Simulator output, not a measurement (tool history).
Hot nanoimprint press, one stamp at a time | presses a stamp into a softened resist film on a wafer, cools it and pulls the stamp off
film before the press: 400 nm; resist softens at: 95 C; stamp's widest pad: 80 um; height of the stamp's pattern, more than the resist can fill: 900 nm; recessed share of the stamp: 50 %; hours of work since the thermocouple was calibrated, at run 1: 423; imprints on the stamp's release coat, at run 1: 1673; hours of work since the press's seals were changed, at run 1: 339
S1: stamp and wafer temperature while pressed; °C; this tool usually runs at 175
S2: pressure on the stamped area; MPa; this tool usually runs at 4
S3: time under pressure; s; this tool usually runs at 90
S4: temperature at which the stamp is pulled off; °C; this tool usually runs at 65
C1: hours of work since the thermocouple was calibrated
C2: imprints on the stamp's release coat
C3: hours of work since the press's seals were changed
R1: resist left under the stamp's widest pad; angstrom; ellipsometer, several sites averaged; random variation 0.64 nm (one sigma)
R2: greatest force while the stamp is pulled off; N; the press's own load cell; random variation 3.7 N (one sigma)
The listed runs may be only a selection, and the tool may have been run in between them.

Run 1, hour 0: usual settings; C1 423; C2 1673; C3 339. Result: R1 2296 angstrom, R2 178 N.
At hour 26.7: stamp cleaned and given a new release coat.
Run 2, hour 45.4: usual settings; C1 446; C2 83; C3 362. Result: R1 2305 angstrom, R2 180 N.
Run 3, hour 74.2: usual settings; C1 463; C2 210; C3 379. Result: R1 2285 angstrom, R2 179 N.
Run 4, hour 106.6: usual settings but S2 2.42 MPa; C1 482; C2 353; C3 399. Result: R1 2672 angstrom, R2 184 N.
At hour 136.2: plate thermocouple calibrated.
Run 5, hour 154.1: usual settings but S2 2.42 MPa, S4 68 °C; C1 11; C2 551; C3 425. Result: R1 2675 angstrom, R2 170 N.
Run 6, hour 204.4: usual settings but S2 2.42 MPa, S4 68 °C; C1 40; C2 773; C3 455. Result: R1 2677 angstrom, R2 162 N.
Run 7, hour 246.6: usual settings but S2 3.77 MPa; C1 66; C2 960; C3 480. Result: R1 2333 angstrom, R2 178 N.
Run 8, hour 289.5: usual settings; C1 91; C2 1150; C3 505. Result: R1 2278 angstrom, R2 184 N.
Run 9, hour 325.1: usual settings; C1 112; C2 1308; C3 526. Result: R1 2283 angstrom, R2 175 N.
Run 10, hour 356.7: usual settings; C1 131; C2 1447; C3 545. Result: R1 2278 angstrom, R2 177 N.
Run 11, hour 388.6: usual settings; C1 150; C2 1589; C3 564. Result: R1 2279 angstrom, R2 177 N.
Run 12, hour 421.2: usual settings; C1 169; C2 1733; C3 583. Result: R1 2277 angstrom, R2 177 N.
At hour 432.6: stamp cleaned and given a new release coat.
Run 13, hour 456.9: usual settings; C1 187; C2 108; C3 601. Result: R1 2282 angstrom, R2 181 N.
Run 14, hour 486.8: usual settings; C1 204; C2 240; C3 619. Result: R1 2259 angstrom, R2 174 N.
Run 15, hour 510.4: usual settings; C1 218; C2 344; C3 633. Result: R1 2267 angstrom, R2 177 N.
Run 16, hour 553.6: usual settings; C1 244; C2 535; C3 658. Result: R1 2260 angstrom, R2 182 N.
At hour 565.8: gauge calibrated.
Run 17, hour 588.4: usual settings but S4 67 °C; C1 265; C2 689; C3 679. Result: R1 2290 angstrom, R2 171 N.
Run 18, hour 615.3: usual settings but S2 5.92 MPa, S3 108 s; C1 281; C2 809; C3 695. Result: R1 1866 angstrom, R2 183 N.
Run 19, hour 665.4: usual settings but S2 5.92 MPa, S3 132 s; C1 310; C2 1030; C3 725. Result: R1 1706 angstrom, R2 182 N.
Run 20, hour 699: usual settings but S3 162 s, S4 61 °C; C1 330; C2 1179; C3 745. Result: R1 1855 angstrom, R2 191 N.
Run 21, hour 726.1: usual settings but S3 162 s, S4 61 °C; C1 346; C2 1299; C3 761. Result: R1 1852 angstrom, R2 198 N.
Run 22, hour 757.9: usual settings but S2 4.74 MPa, S3 162 s, S4 61 °C; C1 365; C2 1440; C3 780. Result: R1 1718 angstrom, R2 201 N.
Run 23, hour 782.4: usual settings but S1 167 °C; C1 380; C2 1548; C3 794. Result: R1 3057 angstrom, R2 179 N.
Run 24, hour 806: usual settings but S1 187 °C, S2 3.26 MPa, S4 68 °C; C1 394; C2 1653; C3 808. Result: R1 1445 angstrom, R2 173 N.
Run 25, hour 828.8: usual settings but S1 163 °C; C1 407; C2 1754; C3 822. Result: R1 3362 angstrom, R2 185 N.
At hour 838.5: stamp cleaned and given a new release coat.
Run 26, hour 862.8: usual settings but S2 3.4 MPa, S3 97 s; C1 424; C2 108; C3 838. Result: R1 2356 angstrom, R2 183 N.
Run 27, hour 894.6: usual settings but S2 3.4 MPa, S3 97 s; C1 443; C2 249; C3 857. Result: R1 2349 angstrom, R2 186 N.
Run 28, hour 925.8: usual settings but S1 170 °C, S2 3.68 MPa, S3 58 s; C1 461; C2 387; C3 876. Result: R1 3115 angstrom, R2 180 N.
Run 29, hour 955.8: usual settings but S2 4.56 MPa, S3 53 s; C1 479; C2 519; C3 893. Result: R1 2576 angstrom, R2 185 N.
At hour 989.8: plate thermocouple calibrated.
Run 30, hour 996.3: usual settings but S2 2.87 MPa, S3 49 s, S4 70 °C; C1 4; C2 685; C3 916. Result: R1 2947 angstrom, R2 161 N.
Run 31, hour 1037.1: usual settings but S3 123 s, S4 64 °C; C1 28; C2 866; C3 940. Result: R1 2032 angstrom, R2 176 N.

Difference, measured minus no-hidden-state, one row per run. Run-to-run variation is common to both terms; the gauge's own scatter need not be:
Hidden state at play: true temperature over the reading, C; pressure that arrives at the usual setting, %; grip of the stamp's worn release coat, % over a new coat's; drift of the gauge itself on residual_nm, %; drift of the gauge itself on pull_off_n, %.
run   R1
  1   +0
  2   -2
  3   -4
  4   -7
  5  -10
  6  -13
  7  -14
  8  -16
  9  -18
 10  -20
 11  -22
 12  -23
 13  -25
 14  -27
 15  -28
 16  -30
 17   -2
 18   -3
 19   -4
 20   -6
 21   -8
 22   -9
 23  -16
 24   -9
 25  -22
 26  -18
 27  -19
 28  -28
 29  -25
 30  -31
 31  -22
R2 without the hidden state stays within 2 N of what was measured, in all runs.

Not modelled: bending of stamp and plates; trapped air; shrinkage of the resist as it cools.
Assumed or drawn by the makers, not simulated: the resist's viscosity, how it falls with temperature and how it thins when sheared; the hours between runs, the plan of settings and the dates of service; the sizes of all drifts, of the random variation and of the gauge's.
